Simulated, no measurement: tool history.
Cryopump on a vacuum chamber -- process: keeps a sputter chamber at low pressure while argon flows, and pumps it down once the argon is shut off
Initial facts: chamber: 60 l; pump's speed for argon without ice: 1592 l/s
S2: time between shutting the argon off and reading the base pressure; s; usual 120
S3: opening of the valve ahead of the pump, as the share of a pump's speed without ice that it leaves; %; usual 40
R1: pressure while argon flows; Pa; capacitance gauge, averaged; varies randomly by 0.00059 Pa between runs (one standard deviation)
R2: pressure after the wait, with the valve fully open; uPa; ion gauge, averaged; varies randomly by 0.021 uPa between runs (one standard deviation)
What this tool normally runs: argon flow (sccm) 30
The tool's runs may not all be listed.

{"run": 1, "hour": 0.0, "argon flow (sccm)": 30, "S2": 120, "S3": 40, "R1": 0.0821, "R2": 0.65}
{"run": 2, "hour": 116.8, "argon flow (sccm)": 30, "S2": 120, "S3": 40, "R1": 0.0829, "R2": 0.66}
{"run": 3, "hour": 235.0, "argon flow (sccm)": 30, "S2": 120, "S3": 40, "R1": 0.0831, "R2": 0.7}
{"run": 4, "hour": 320.6, "argon flow (sccm)": 30, "S2": 120, "S3": 40, "R1": 0.0834, "R2": 0.74}
{"run": 5, "hour": 404.9, "argon flow (sccm)": 30, "S2": 120, "S3": 40, "R1": 0.0825, "R2": 0.77}
{"run": 6, "hour": 472.4, "argon flow (sccm)": 30, "S2": 120, "S3": 40, "R1": 0.0844, "R2": 0.77}
{"run": 7, "hour": 570.7, "argon flow (sccm)": 30, "S2": 120, "S3": 40, "R1": 0.0838, "R2": 0.76}
{"run": 8, "hour": 688.4, "argon flow (sccm)": 30, "S2": 120, "S3": 40, "R1": 0.0847, "R2": 0.86}
{"run": 9, "hour": 795.1, "argon flow (sccm)": 30, "S2": 120, "S3": 40, "R1": 0.0846, "R2": 0.83}
{"run": 10, "hour": 909.8, "argon flow (sccm)": 30, "S2": 120, "S3": 44, "R1": 0.0785, "R2": 0.91}
{"run": 11, "hour": 994.5, "argon flow (sccm)": 30, "S2": 120, "S3": 40, "R1": 0.0856, "R2": 0.86}
{"run": 12, "hour": 1118.7, "argon flow (sccm)": 30, "S2": 120, "S3": 24, "R1": 0.1387, "R2": 0.96}
{"hour": 1171.3, "done": "pump warmed up, emptied and cooled again"}
{"run": 13, "hour": 1196.6, "argon flow (sccm)": 30, "S2": 120, "S3": 25, "R1": 0.1267, "R2": 0.82}
{"run": 14, "hour": 1276.8, "argon flow (sccm)": 14, "S2": 120, "S3": 40, "R1": 0.0373, "R2": 0.89}
{"run": 15, "hour": 1397.6, "argon flow (sccm)": 14, "S2": 120, "S3": 40, "R1": 0.0381, "R2": 0.87}
{"run": 16, "hour": 1460.5, "argon flow (sccm)": 30, "S2": 206, "S3": 40, "R1": 0.0811, "R2": 0.9}
{"run": 17, "hour": 1522.0, "argon flow (sccm)": 30, "S2": 206, "S3": 40, "R1": 0.0813, "R2": 0.87}
{"run": 18, "hour": 1590.0, "argon flow (sccm)": 18, "S2": 97, "S3": 31, "R1": 0.0618, "R2": 0.94}
{"run": 19, "hour": 1695.7, "argon flow (sccm)": 18, "S2": 97, "S3": 31, "R1": 0.0635, "R2": 0.98}
{"run": 20, "hour": 1814.9, "argon flow (sccm)": 20, "S2": 54, "S3": 35, "R1": 0.0616, "R2": 1.18}
{"run": 21, "hour": 1874.3, "argon flow (sccm)": 26, "S2": 120, "S3": 40, "R1": 0.0712, "R2": 0.98}
{"run": 22, "hour": 1988.5, "argon flow (sccm)": 26, "S2": 120, "S3": 40, "R1": 0.0711, "R2": 1.1}
{"run": 23, "hour": 2067.5, "argon flow (sccm)": 34, "S2": 80, "S3": 40, "R1": 0.0926, "R2": 1.15}
{"run": 24, "hour": 2181.4, "argon flow (sccm)": 34, "S2": 80, "S3": 40, "R1": 0.0945, "R2": 1.18}
{"run": 25, "hour": 2309.8, "argon flow (sccm)": 39, "S2": 80, "S3": 41, "R1": 0.1062, "R2": 1.24}
{"run": 26, "hour": 2377.9, "argon flow (sccm)": 39, "S2": 80, "S3": 41, "R1": 0.1061, "R2": 1.26}
{"run": 27, "hour": 2448.0, "argon flow (sccm)": 17, "S2": 243, "S3": 60, "R1": 0.0323, "R2": 1.08}
{"run": 28, "hour": 2512.6, "argon flow (sccm)": 17, "S2": 243, "S3": 60, "R1": 0.0322, "R2": 1.11}
{"run": 29, "hour": 2616.7, "argon flow (sccm)": 19, "S2": 162, "S3": 60, "R1": 0.0371, "R2": 1.18}
{"run": 30, "hour": 2744.6, "argon flow (sccm)": 19, "S2": 162, "S3": 60, "R1": 0.0369, "R2": 1.21}
{"run": 31, "hour": 2827.9, "argon flow (sccm)": 19, "S2": 162, "S3": 60, "R1": 0.036, "R2": 1.27}
{"run": 32, "hour": 2931.6, "argon flow (sccm)": 19, "S2": 162, "S3": 60, "R1": 0.0369, "R2": 1.29}
{"run": 33, "hour": 2998.1, "argon flow (sccm)": 33, "S2": 120, "S3": 40, "R1": 0.0942, "R2": 1.33}

The same runs without the tool's hidden state, with the same run-to-run variation:
What the log doesn't record here: pump's speed, % of a pump's without ice; cold plate's temperature, K; leak into the chamber, uPa l/s; drift of the gauge itself on working_pa, %; drift of the gauge itself on base_upa, %.
run=1 R1=0.0791 R2=0.34
run=2 R1=0.0795 R2=0.34
run=3 R1=0.0794 R2=0.35
run=4 R1=0.0794 R2=0.36
run=5 R1=0.0783 R2=0.37
run=6 R1=0.08 R2=0.36
run=7 R1=0.079 R2=0.33
run=8 R1=0.0795 R2=0.38
run=9 R1=0.0791 R2=0.35
run=10 R1=0.0725 R2=0.38
run=11 R1=0.0794 R2=0.32
run=12 R1=0.1321 R2=0.36
run=13 R1=0.1259 R2=0.34
run=14 R1=0.0369 R2=0.38
run=15 R1=0.0376 R2=0.33
run=16 R1=0.0797 R2=0.34
run=17 R1=0.0798 R2=0.31
run=18 R1=0.0608 R2=0.37
run=19 R1=0.0623 R2=0.39
run=20 R1=0.06 R2=0.54
run=21 R1=0.069 R2=0.33
run=22 R1=0.0687 R2=0.39
run=23 R1=0.0892 R2=0.43
run=24 R1=0.0908 R2=0.44
run=25 R1=0.1014 R2=0.47
run=26 R1=0.1011 R2=0.45
run=27 R1=0.03 R2=0.28
run=28 R1=0.0298 R2=0.25
run=29 R1=0.0342 R2=0.33
run=30 R1=0.0338 R2=0.3
run=31 R1=0.0327 R2=0.32
run=32 R1=0.0334 R2=0.33
run=33 R1=0.0878 R2=0.36
